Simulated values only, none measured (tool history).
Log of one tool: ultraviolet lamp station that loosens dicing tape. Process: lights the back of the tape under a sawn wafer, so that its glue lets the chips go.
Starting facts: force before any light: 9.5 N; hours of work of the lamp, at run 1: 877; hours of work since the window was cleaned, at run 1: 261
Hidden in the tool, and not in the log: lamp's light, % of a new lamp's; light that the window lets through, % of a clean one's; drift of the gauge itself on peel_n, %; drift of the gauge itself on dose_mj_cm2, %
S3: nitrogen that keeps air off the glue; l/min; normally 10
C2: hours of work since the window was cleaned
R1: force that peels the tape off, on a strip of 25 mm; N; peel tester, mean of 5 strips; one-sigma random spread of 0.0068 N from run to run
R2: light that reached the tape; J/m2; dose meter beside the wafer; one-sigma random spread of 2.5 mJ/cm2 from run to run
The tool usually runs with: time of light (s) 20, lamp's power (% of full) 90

Run 1, hour 0: usual settings; hours of work of the lamp 877; C2 261. Result: R1 0.464 N, R2 2220 J/m2.
Run 2, hour 33.8: usual settings; hours of work of the lamp 896; C2 281. Result: R1 0.472 N, R2 2220 J/m2.
Run 3, hour 57.8: usual settings; hours of work of the lamp 910; C2 295. Result: R1 0.495 N, R2 2180 J/m2.
Run 4, hour 97.5: usual settings; hours of work of the lamp 933; C2 318. Result: R1 0.484 N, R2 2170 J/m2.
Run 5, hour 123.4: usual settings; hours of work of the lamp 948; C2 332. Result: R1 0.496 N, R2 2170 J/m2.
Run 6, hour 166: usual settings but time of light (s) 29; hours of work of the lamp 973; C2 357. Result: R1 0.256 N, R2 3060 J/m2.
Run 7, hour 186.8: usual settings; hours of work of the lamp 985; C2 369. Result: R1 0.521 N, R2 2080 J/m2.
Run 8, hour 210.8: usual settings; hours of work of the lamp 998; C2 383. Result: R1 0.531 N, R2 2070 J/m2.
Run 9, hour 249.1: usual settings; hours of work of the lamp 1020; C2 405. Result: R1 0.55 N, R2 2050 J/m2.
Run 10, hour 286.6: usual settings; hours of work of the lamp 1042; C2 426. Result: R1 0.556 N, R2 2080 J/m2.
Run 11, hour 321.7: usual settings; hours of work of the lamp 1062; C2 447. Result: R1 0.564 N, R2 2010 J/m2.
Run 12, hour 356.7: usual settings but time of light (s) 32; hours of work of the lamp 1082; C2 467. Result: R1 0.226 N, R2 3170 J/m2.
At hour 383.9: lamp changed.
Run 13, hour 401: usual settings but time of light (s) 32; hours of work of the lamp 10; C2 492. Result: R1 0.17 N, R2 4740 J/m2.
Run 14, hour 439: usual settings but time of light (s) 32; hours of work of the lamp 32; C2 514. Result: R1 0.169 N, R2 4710 J/m2.
Run 15, hour 478.4: usual settings but time of light (s) 32; hours of work of the lamp 54; C2 536. Result: R1 0.165 N, R2 4630 J/m2.
Run 16, hour 505.9: usual settings; hours of work of the lamp 70; C2 552. Result: R1 0.269 N, R2 2910 J/m2.
Run 17, hour 528.8: usual settings but S3 6 l/min; hours of work of the lamp 83; C2 565. Result: R1 0.414 N, R2 2890 J/m2.
At hour 532.7: window cleaned of glue's vapour.
Run 18, hour 557.5: usual settings but S3 6 l/min; hours of work of the lamp 100; C2 14. Result: R1 0.372 N, R2 2970 J/m2.
Run 19, hour 580.4: usual settings; hours of work of the lamp 113; C2 28. Result: R1 0.24 N, R2 2960 J/m2.
Run 20, hour 600.7: usual settings but time of light (s) 32, S3 13 l/min; hours of work of the lamp 125; C2 39. Result: R1 0.173 N, R2 4810 J/m2.
Run 21, hour 634.9: usual settings but S3 13 l/min; hours of work of the lamp 144; C2 59. Result: R1 0.216 N, R2 2990 J/m2.
Run 22, hour 671.1: usual settings but S3 13 l/min; hours of work of the lamp 165; C2 80. Result: R1 0.217 N, R2 2930 J/m2.
Run 23, hour 698.4: usual settings but time of light (s) 13, S3 14 l/min; hours of work of the lamp 181; C2 95. Result: R1 0.49 N, R2 1860 J/m2.
Run 24, hour 735.6: usual settings but time of light (s) 13, S3 14 l/min; hours of work of the lamp 202; C2 117. Result: R1 0.47 N, R2 1850 J/m2.
Run 25, hour 759.8: usual settings but lamp's power (% of full) 69; hours of work of the lamp 216; C2 131. Result: R1 0.455 N, R2 2230 J/m2.
Run 26, hour 799.8: usual settings but lamp's power (% of full) 91; hours of work of the lamp 239; C2 154. Result: R1 0.269 N, R2 2890 J/m2.
Run 27, hour 836.1: usual settings but lamp's power (% of full) 91; hours of work of the lamp 260; C2 175. Result: R1 0.271 N, R2 2840 J/m2.
Run 28, hour 872.3: usual settings but time of light (s) 29, lamp's power (% of full) 67; hours of work of the lamp 281; C2 196. Result: R1 0.235 N, R2 3030 J/m2.
Run 29, hour 915.7: usual settings but S3 18 l/min; hours of work of the lamp 306; C2 221. Result: R1 0.2 N, R2 2780 J/m2.
Run 30, hour 956.8: usual settings but time of light (s) 24, lamp's power (% of full) 93, S3 18 l/min; hours of work of the lamp 330; C2 244. Result: R1 0.176 N, R2 3400 J/m2.
Run 31, hour 978.5: usual settings but time of light (s) 12, lamp's power (% of full) 93, S3 7 l/min; hours of work of the lamp 342; C2 257. Result: R1 1.088 N, R2 1680 J/m2.
Run 32, hour 1005.9: usual settings but time of light (s) 15, lamp's power (% of full) 61; hours of work of the lamp 358; C2 273. Result: R1 1.277 N, R2 1370 J/m2.
Run 33, hour 1029.9: usual settings but time of light (s) 23, lamp's power (% of full) 82, S3 15 l/min; hours of work of the lamp 372; C2 286. Result: R1 0.213 N, R2 2830 J/m2.
Run 34, hour 1061.7: usual settings but time of light (s) 23, lamp's power (% of full) 82, S3 15 l/min; hours of work of the lamp 390; C2 305. Result: R1 0.215 N, R2 2790 J/m2.
Run 35, hour 1100.1: usual settings but time of light (s) 10, lamp's power (% of full) 94, S3 5 l/min; hours of work of the lamp 412; C2 327. Result: R1 2.026 N, R2 1360 J/m2.
Run 36, hour 1143.3: usual settings but time of light (s) 29, lamp's power (% of full) 75, S3 9 l/min; hours of work of the lamp 437; C2 352. Result: R1 0.242 N, R2 3150 J/m2.
Run 37, hour 1183.6: usual settings but time of light (s) 29, lamp's power (% of full) 75, S3 9 l/min; hours of work of the lamp 460; C2 375. Result: R1 0.26 N, R2 3150 J/m2.

Some steps in R1, run to run, broken into two amounts with sign: the step expected even without the hidden condition (settings, incoming material, random variation), and the rest, left for the hidden condition together with whatever gauge scatter is not in both the measured and the hidden-condition-free result:
Run 32 -> 33: time of light (s) 15 -> 23, lamp's power (% of full) 61 -> 82, S3 10 -> 15. R1 -1.064 N: hidden state -0.295, all else -0.769.
Run 34 -> 35: time of light (s) 23 -> 10, lamp's power (% of full) 82 -> 94, S3 15 -> 5. R1 +1.811 N: hidden state +0.454, all else +1.357.
Run 35 -> 36: time of light (s) 10 -> 29, lamp's power (% of full) 94 -> 75, S3 5 -> 9. R1 -1.784 N: hidden state -0.437, all else -1.347.

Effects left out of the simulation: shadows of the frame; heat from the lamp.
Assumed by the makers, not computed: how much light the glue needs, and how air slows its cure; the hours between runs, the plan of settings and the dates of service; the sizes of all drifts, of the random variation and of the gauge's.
